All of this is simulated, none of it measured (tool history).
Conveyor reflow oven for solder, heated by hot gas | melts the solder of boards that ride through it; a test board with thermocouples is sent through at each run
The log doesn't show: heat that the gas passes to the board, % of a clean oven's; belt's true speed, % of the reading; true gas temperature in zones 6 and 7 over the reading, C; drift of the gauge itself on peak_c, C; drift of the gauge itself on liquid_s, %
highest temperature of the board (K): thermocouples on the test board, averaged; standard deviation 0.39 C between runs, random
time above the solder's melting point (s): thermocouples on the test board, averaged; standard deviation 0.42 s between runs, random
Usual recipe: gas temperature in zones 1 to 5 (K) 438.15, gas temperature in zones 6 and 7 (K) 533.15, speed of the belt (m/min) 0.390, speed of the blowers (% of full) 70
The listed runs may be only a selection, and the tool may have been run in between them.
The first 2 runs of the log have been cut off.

run	hour	gas temperature in zones 1 to 5 (K)	gas temperature in zones 6 and 7 (K)	speed of the belt (m/min)	speed of the blowers (% of full)	hours of work since the flux was cleaned out	hours of work since the belt drive was overhauled	hours of work since the thermocouples were changed	highest temperature of the board (K)	time above the solder's melting point (s)
3	98.5	438.15	533.15	0.390	84	144	302	185	522.45	66.5
# hour 130.1: flux residue cleaned out of gas plates and filters
4	153.7	438.15	533.15	0.390	84	18	341	224	523.65	66.9
5	185.0	438.15	533.15	0.390	84	42	365	248	522.75	66.8
6	258.1	438.15	533.15	0.390	84	98	421	304	522.65	66.1
7	315.5	438.15	533.15	0.390	52	142	465	348	514.75	54.4
# hour 353.6: flux residue cleaned out of gas plates and filters
8	357.5	438.15	533.15	0.390	70	3	494	377	521.35	63.7
9	424.2	438.15	533.15	0.390	51	54	545	428	513.75	53.9
10	482.1	438.15	533.15	0.390	86	99	589	472	522.65	66.9
11	528.2	438.15	533.15	0.390	58	134	625	508	516.05	57.2
# hour 572.6: flux residue cleaned out of gas plates and filters
12	598.9	438.15	535.15	0.390	58	20	675	558	518.95	60.1
13	629.9	438.15	533.15	0.390	70	44	699	582	519.75	63.4
14	692.0	438.15	533.15	0.390	70	92	747	630	519.35	62.7
# hour 705.4: thermocouples of zones 6 and 7 changed
15	741.4	446.15	533.15	0.390	70	128	783	28	521.85	67.0
# hour 795.1: flux residue cleaned out of gas plates and filters
16	810.3	438.15	533.15	0.390	70	12	832	77	520.85	65.5
17	850.6	438.15	533.15	0.386	70	43	863	108	521.05	65.4
18	915.1	438.15	533.15	0.386	70	92	913	157	520.95	64.8
19	954.6	450.15	533.15	0.390	89	123	943	188	524.75	73.5
20	988.8	450.15	533.15	0.390	89	149	969	214	525.05	73.4
# hour 1017.7: flux residue cleaned out of gas plates and filters
21	1029.8	451.15	533.15	0.350	69	9	997	242	525.35	83.0
22	1100.0	451.15	533.15	0.350	69	63	1051	295	524.35	82.9

Run 23 is up next; what results do you expect?
23	1163.9	428.15	541.15	0.441	64	112	1100	345	?	?

highest temperature of the board (K): 519.15
time above the solder's melting point (s): 50.4
If the tool had no hidden condition, the same run with the same run-to-run variation would have returned highest temperature of the board (K) 520.45, time above the solder's melting point (s) 50.8.

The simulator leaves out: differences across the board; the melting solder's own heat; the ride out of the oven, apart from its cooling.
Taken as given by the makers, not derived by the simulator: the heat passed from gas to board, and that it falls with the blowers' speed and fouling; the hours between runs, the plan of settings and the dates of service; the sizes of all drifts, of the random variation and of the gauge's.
